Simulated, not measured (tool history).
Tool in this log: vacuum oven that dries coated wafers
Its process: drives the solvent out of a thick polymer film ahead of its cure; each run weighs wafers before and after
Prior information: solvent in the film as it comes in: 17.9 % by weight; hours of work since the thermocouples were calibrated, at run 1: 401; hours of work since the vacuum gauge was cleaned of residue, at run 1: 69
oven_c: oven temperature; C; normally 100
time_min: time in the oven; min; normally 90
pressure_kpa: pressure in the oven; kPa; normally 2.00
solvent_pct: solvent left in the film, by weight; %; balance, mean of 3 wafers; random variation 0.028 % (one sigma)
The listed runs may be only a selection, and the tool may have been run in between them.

run   hour  oven_c  time_min  pressure_kpa  hours of work since the thermocouples were calibrated  hours of work since the vacuum gauge was cleaned of residue  solvent_pct
  1    0.0     100        90          2.00                                                    401                                                           69         1.95
  2   37.4     100        90          2.00                                                    428                                                           96         2.02
  3   80.8      87        90          2.00                                                    459                                                          128         5.53
  4  141.6     103        90          2.00                                                    503                                                          172         1.40
  5  190.4     103        90          2.00                                                    539                                                          207         1.44
  6  246.7     103        90          2.00                                                    579                                                          248         1.43
     253.3  -- vacuum gauge cleaned of residue and calibrated
  7  310.7     100        71          2.00                                                    624                                                           41         2.99
  8  376.0     100        71          2.00                                                    672                                                           89         2.98
     393.2  -- oven's thermocouples calibrated
  9  409.3      91        71          2.00                                                     12                                                          111         5.21
 10  472.6     100        90          1.03                                                     57                                                          157         1.66
 11  507.2     100        90          1.03                                                     83                                                          182         1.63
 12  545.6     100        78          1.86                                                    110                                                          210         2.34
     576.2  -- vacuum gauge cleaned of residue and calibrated, once more
 13  597.8     100        78          1.86                                                    147                                                           16         2.34
 14  642.1     100        78          1.86                                                    179                                                           48         2.33
 15  693.5     100       147          2.43                                                    216                                                           85         0.94
 16  761.6     110       147          2.43                                                    265                                                          134         0.41

Consider 3 possible next runs. They are alternatives, not a sequence: every one starts from the tool as it was left by run 16. What does each give?
  A  819.0      96        55          5.97                                                    307                                                          176            ?
  B  819.0     109       138          1.20                                                    307                                                          176            ?
  C  819.0      87        73          3.23                                                    307                                                          176            ?

run  solvent_pct
  A         5.92
  B         0.24
  C         6.78
Take away the tool's hidden state, keep each run's random variation, and the runs would have read:
run  solvent_pct
  A         5.81
  B         0.23
  C         6.65
